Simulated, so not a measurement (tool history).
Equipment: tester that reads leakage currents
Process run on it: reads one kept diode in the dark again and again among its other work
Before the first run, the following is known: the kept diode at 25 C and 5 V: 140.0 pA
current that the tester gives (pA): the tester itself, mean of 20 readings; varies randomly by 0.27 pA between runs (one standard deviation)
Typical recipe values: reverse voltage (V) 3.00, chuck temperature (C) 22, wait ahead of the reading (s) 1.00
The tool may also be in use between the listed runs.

| run | hour | reverse voltage (V) | chuck temperature (C) | wait ahead of the reading (s) | current that the tester gives (pA) |
|---|---|---|---|---|---|
| 1 | 0.0 | 3.00 | 22 | 1.00 | 97.11 |
| 2 | 38.9 | 3.00 | 22 | 1.00 | 98.14 |
| 3 | 68.2 | 3.00 | 22 | 1.00 | 98.20 |
| 4 | 103.4 | 3.00 | 22 | 1.00 | 99.14 |
| 5 | 127.1 | 3.00 | 22 | 1.00 | 99.06 |
| 6 | 168.3 | 3.00 | 22 | 1.00 | 99.39 |
|  | 174.5 | probe card cleaned and baked |
| 7 | 224.0 | 8.23 | 40 | 1.23 | 673.44 |
| 8 | 246.6 | 8.23 | 42 | 0.47 | 790.23 |
| 9 | 281.8 | 8.23 | 42 | 0.47 | 794.10 |
| 10 | 326.9 | 16.53 | 22 | 5.88 | 232.88 |
| 11 | 367.6 | 4.55 | 22 | 2.91 | 125.60 |
| 12 | 396.7 | 1.36 | 29 | 3.23 | 127.86 |

3 options for the next run, each taken on its own from the tool as it stands now. Forecast them:
| A | 418.4 | 1.36 | 29 | 3.77 | ? |
| B | 418.4 | 4.17 | 26 | 2.98 | ? |
| C | 418.4 | 3.00 | 32 | 1.10 | ? |

| run | current that the tester gives (pA) |
|---|---|
| A | 127.74 |
| B | 167.09 |
| C | 234.73 |
With no hidden state in the tool, these same runs would have given:
| run | current that the tester gives (pA) |
|---|---|
| A | 109.28 |
| B | 140.13 |
| C | 200.90 |

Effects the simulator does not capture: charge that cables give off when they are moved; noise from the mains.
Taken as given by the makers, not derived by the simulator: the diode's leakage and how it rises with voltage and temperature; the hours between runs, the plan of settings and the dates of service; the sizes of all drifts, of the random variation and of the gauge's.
